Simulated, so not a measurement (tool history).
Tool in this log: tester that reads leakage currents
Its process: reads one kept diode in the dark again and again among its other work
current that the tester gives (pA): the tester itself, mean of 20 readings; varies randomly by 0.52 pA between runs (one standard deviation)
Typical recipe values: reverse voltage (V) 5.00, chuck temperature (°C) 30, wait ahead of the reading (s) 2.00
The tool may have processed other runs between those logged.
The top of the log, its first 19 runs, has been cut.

run	hour	reverse voltage (V)	chuck temperature (°C)	wait ahead of the reading (s)	hours of work since the probe card was cleaned	hours of work since the tester was calibrated	hours of work since the chuck was calibrated	current that the tester gives (pA)
20	965.6	5.00	58	2.00	2448	1012	1889	1930.22
21	1018.4	5.00	58	2.00	2478	1041	1919	1935.08
# hour 1030.5: chuck's temperature calibrated
22	1083.9	5.00	46	0.69	2512	1076	29	723.83
23	1144.3	5.00	52	2.05	2546	1109	63	1195.05
24	1196.8	5.00	52	2.05	2575	1138	92	1194.86
25	1245.6	5.00	33	2.09	2602	1165	119	229.06
26	1287.0	5.00	46	2.00	2624	1188	141	722.23
27	1354.9	4.66	32	2.00	2662	1225	179	200.28
28	1397.4	1.41	24	0.35	2685	1249	202	51.13
29	1453.7	5.00	30	0.35	2716	1280	233	177.56
30	1486.1	5.00	30	1.23	2734	1297	251	172.04
31	1543.4	14.50	30	2.40	2766	1329	283	302.73
32	1602.4	5.00	40	2.00	2798	1362	315	430.07
33	1645.0	5.00	35	2.00	2822	1385	339	273.85

What does the tool deliver on the next run?
34	1711.7	1.63	47	3.92	2858	1422	375	?

For run 34 the tool returned current that the tester gives (pA) 436.06.
Were there no unlogged condition in the tool, this run, its random variation unchanged, would have produced current that the tester gives (pA) 436.25.

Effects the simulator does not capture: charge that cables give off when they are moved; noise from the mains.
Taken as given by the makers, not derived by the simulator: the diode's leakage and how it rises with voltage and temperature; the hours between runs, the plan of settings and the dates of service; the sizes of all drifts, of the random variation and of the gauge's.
